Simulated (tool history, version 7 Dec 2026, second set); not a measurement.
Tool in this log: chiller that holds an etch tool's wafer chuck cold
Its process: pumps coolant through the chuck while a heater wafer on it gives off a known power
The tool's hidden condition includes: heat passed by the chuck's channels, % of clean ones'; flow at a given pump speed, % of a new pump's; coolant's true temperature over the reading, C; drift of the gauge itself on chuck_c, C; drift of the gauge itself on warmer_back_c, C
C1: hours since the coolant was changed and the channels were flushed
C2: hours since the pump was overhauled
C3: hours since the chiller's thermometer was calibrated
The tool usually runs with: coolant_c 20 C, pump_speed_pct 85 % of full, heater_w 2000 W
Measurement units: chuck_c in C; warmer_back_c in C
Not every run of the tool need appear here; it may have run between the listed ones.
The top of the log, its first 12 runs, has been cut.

{"run": 13, "day": 53.175, "coolant_c": 20, "pump_speed_pct": 85, "heater_w": 2304, "C1": 441, "C2": 4938, "C3": 1479, "chuck_c": 36.6, "warmer_back_c": 5.04}
{"run": 14, "day": 57.075, "coolant_c": 20, "pump_speed_pct": 85, "heater_w": 2304, "C1": 535, "C2": 5032, "C3": 1573, "chuck_c": 36.5, "warmer_back_c": 5}
{"run": 15, "day": 60.396, "coolant_c": 20, "pump_speed_pct": 85, "heater_w": 2000, "C1": 614, "C2": 5111, "C3": 1653, "chuck_c": 34.5, "warmer_back_c": 4.33}
{"run": 16, "day": 63.462, "coolant_c": 20, "pump_speed_pct": 85, "heater_w": 2000, "C1": 688, "C2": 5185, "C3": 1726, "chuck_c": 34.4, "warmer_back_c": 4.31}
{"run": 17, "day": 69.475, "coolant_c": 13, "pump_speed_pct": 85, "heater_w": 2000, "C1": 832, "C2": 5329, "C3": 1871, "chuck_c": 27.6, "warmer_back_c": 4.36}
{"run": 18, "day": 73.433, "coolant_c": 13, "pump_speed_pct": 85, "heater_w": 2000, "C1": 927, "C2": 5424, "C3": 1966, "chuck_c": 27.6, "warmer_back_c": 4.32}
{"run": 19, "day": 79.283, "coolant_c": 20, "pump_speed_pct": 98, "heater_w": 2000, "C1": 1068, "C2": 5565, "C3": 2106, "chuck_c": 33.3, "warmer_back_c": 3.76}
{"run": 20, "day": 85.7, "coolant_c": 20, "pump_speed_pct": 85, "heater_w": 2000, "C1": 1222, "C2": 5719, "C3": 2260, "chuck_c": 34.8, "warmer_back_c": 4.34}
{"run": 21, "day": 89.917, "coolant_c": 14, "pump_speed_pct": 76, "heater_w": 1804, "C1": 1323, "C2": 5820, "C3": 2361, "chuck_c": 28.4, "warmer_back_c": 4.44}
{"run": 22, "day": 93.833, "coolant_c": 14, "pump_speed_pct": 76, "heater_w": 1804, "C1": 1417, "C2": 5914, "C3": 2455, "chuck_c": 28.7, "warmer_back_c": 4.47}
{"run": 23, "day": 97.325, "coolant_c": 24, "pump_speed_pct": 85, "heater_w": 2080, "C1": 1501, "C2": 5998, "C3": 2539, "chuck_c": 39.4, "warmer_back_c": 4.6}
{"run": 24, "day": 100.421, "coolant_c": 24, "pump_speed_pct": 85, "heater_w": 2080, "C1": 1575, "C2": 6072, "C3": 2613, "chuck_c": 39.5, "warmer_back_c": 4.53}
{"run": 25, "day": 106.475, "coolant_c": 13, "pump_speed_pct": 99, "heater_w": 2000, "C1": 1720, "C2": 6217, "C3": 2759, "chuck_c": 26.2, "warmer_back_c": 3.76}
{"run": 26, "day": 110.025, "coolant_c": 13, "pump_speed_pct": 99, "heater_w": 2000, "C1": 1805, "C2": 6302, "C3": 2844, "chuck_c": 26.3, "warmer_back_c": 3.69}
{"run": 27, "day": 113.058, "coolant_c": 15, "pump_speed_pct": 81, "heater_w": 1730, "C1": 1878, "C2": 6375, "C3": 2917, "chuck_c": 28.5, "warmer_back_c": 4.03}
{"run": 28, "day": 117.721, "coolant_c": 15, "pump_speed_pct": 81, "heater_w": 1730, "C1": 1990, "C2": 6487, "C3": 3028, "chuck_c": 28.8, "warmer_back_c": 4.02}
{"run": 29, "day": 123.388, "coolant_c": 16, "pump_speed_pct": 83, "heater_w": 2697, "C1": 2126, "C2": 6623, "C3": 3164, "chuck_c": 36.7, "warmer_back_c": 6.11}
{"run": 30, "day": 128.288, "coolant_c": 16, "pump_speed_pct": 81, "heater_w": 1065, "C1": 2244, "C2": 6741, "C3": 3282, "chuck_c": 24.6, "warmer_back_c": 2.54}
{"run": 31, "day": 134.6, "coolant_c": 20, "pump_speed_pct": 81, "heater_w": 1065, "C1": 2395, "C2": 6892, "C3": 3434, "chuck_c": 28.6, "warmer_back_c": 2.51}
{"run": 32, "day": 140.558, "coolant_c": 20, "pump_speed_pct": 81, "heater_w": 1492, "C1": 2538, "C2": 7035, "C3": 3577, "chuck_c": 31.9, "warmer_back_c": 3.47}

3 options for the next run, each taken on its own from the tool as it stands now. Forecast them:
{"run": "A", "day": 147.283, "coolant_c": 20, "pump_speed_pct": 80, "heater_w": 1573, "C1": 2699, "C2": 7197, "C3": 3738, "chuck_c": "?", "warmer_back_c": "?"}
{"run": "B", "day": 147.283, "coolant_c": 10, "pump_speed_pct": 76, "heater_w": 2156, "C1": 2699, "C2": 7197, "C3": 3738, "chuck_c": "?", "warmer_back_c": "?"}
{"run": "C", "day": 147.283, "coolant_c": 16, "pump_speed_pct": 95, "heater_w": 2143, "C1": 2699, "C2": 7197, "C3": 3738, "chuck_c": "?", "warmer_back_c": "?"}

run=A chuck_c=32.7 warmer_back_c=3.69
run=B chuck_c=28.1 warmer_back_c=5.41
run=C chuck_c=31.3 warmer_back_c=4.22
What these runs would have given with no unlogged condition in the tool:
run=A chuck_c=31.2 warmer_back_c=3.45
run=B chuck_c=26.2 warmer_back_c=5.06
run=C chuck_c=29.7 warmer_back_c=3.94

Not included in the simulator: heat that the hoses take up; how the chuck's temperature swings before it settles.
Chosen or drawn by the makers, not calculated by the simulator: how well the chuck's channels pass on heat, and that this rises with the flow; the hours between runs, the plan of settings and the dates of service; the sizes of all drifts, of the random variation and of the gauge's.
